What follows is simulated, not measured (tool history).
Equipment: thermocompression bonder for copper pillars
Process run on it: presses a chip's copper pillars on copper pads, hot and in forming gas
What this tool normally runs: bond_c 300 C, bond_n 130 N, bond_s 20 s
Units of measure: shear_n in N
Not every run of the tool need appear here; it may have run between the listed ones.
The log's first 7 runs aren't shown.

run	day	bond_c	bond_n	bond_s	hours of work since the heater was calibrated	hours of work since the force cell was calibrated	hours of work since the gas filter was changed	shear_n
8	2.854	300	130	20	696	98	109	59.1
9	3.329	300	130	20	703	106	116	58.8
10	3.867	300	130	20	712	114	124	58.3
11	4.133	300	130	20	716	118	128	57.9
12	4.517	300	130	20	721	124	134	59
13	4.929	300	130	20	728	130	140	58.1
14	5.208	300	130	20	732	134	145	58.4
15	5.617	292	130	20	738	141	151	54.3
16	6.133	292	130	20	746	148	159	53.4
17	6.688	292	130	24	755	157	167	57.3
18	7.075	326	110	54	760	163	173	78.5
19	7.354	310	186	11	765	167	177	64.3
20	7.688	310	186	11	770	172	182	63.7
21	7.962	274	79	45	774	176	187	42.5

What will run 22 give?
22	8.462	330	130	48	782	184	194	?

{"run 22": {"shear_n": 81.3}}
Without the tool's hidden state the same run would have given shear_n 84.2 N.
